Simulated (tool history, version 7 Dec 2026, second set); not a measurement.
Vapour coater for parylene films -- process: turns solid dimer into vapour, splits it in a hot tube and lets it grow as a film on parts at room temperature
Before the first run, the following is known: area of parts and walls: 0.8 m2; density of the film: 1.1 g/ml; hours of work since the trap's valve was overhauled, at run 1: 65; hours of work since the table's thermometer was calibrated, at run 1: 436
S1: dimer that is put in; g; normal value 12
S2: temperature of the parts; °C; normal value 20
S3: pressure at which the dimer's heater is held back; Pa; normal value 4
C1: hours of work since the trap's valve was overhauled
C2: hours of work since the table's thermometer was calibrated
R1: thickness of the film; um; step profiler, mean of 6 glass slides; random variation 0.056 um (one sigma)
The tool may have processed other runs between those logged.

run,hour,S1,S2,S3,C1,C2,R1
1,0,12,20,4,65,436,9.39
2,21.1,6,20,4,79,450,4.59
3,43.7,12,20,2.87,93,464,9.74
4,80,12,20,2.87,117,488,9.67
5,107.1,12,20,4,134,505,8.87
6,126.3,12,20,4,147,518,9.01
7,162.7,12,20,4,170,541,8.69
8,189,12,20,4,187,558,8.63
9,210.5,12,20,4,201,572,8.73
# hour 223.6: trap's valve overhauled
10,246,7,20,4,14,592,5.53
11,282.7,12,20,4,38,616,9.33
12,301,12,20,4,50,628,9.17
13,334.4,10,20,4,71,649,7.75
14,354.8,12,13,4,85,662,12.35
15,386.3,12,13,4,105,683,12.25
16,416,12,13,4,124,702,12.18
17,445.4,12,20,4,143,721,8.79
18,466.7,12,15,4,157,735,10.94
19,492.3,12,15,4,173,751,10.91
20,510.7,12,15,4,185,763,10.84
# hour 547.7: trap's valve overhauled
21,547.7,11,20,4,0,784,8.85
22,567.9,5,20,4,13,797,3.94
23,608.4,7,29,9.86,39,823,3.02
24,640.7,7,18,9.86,60,844,4.87
25,664.6,7,18,9.86,75,859,4.9
26,700.2,12,20,7.66,98,882,7.98
27,733.8,7,16,3.09,120,904,6.65
28,772.1,13,19,4.35,145,929,9.95
29,801.1,13,19,4.35,163,948,9.83
30,827.7,13,31,4.35,180,965,5.76

Run 31 comes next. What will it give?
# hour 830.6: table's thermometer calibrated
# hour 872.6: trap's valve overhauled
31,872.9,6,26,4.35,0,25,?

{"run 31": {"R1": 3.68}}
Were there no unlogged condition in the tool, this run, its random variation unchanged, would have produced R1 3.55 um.

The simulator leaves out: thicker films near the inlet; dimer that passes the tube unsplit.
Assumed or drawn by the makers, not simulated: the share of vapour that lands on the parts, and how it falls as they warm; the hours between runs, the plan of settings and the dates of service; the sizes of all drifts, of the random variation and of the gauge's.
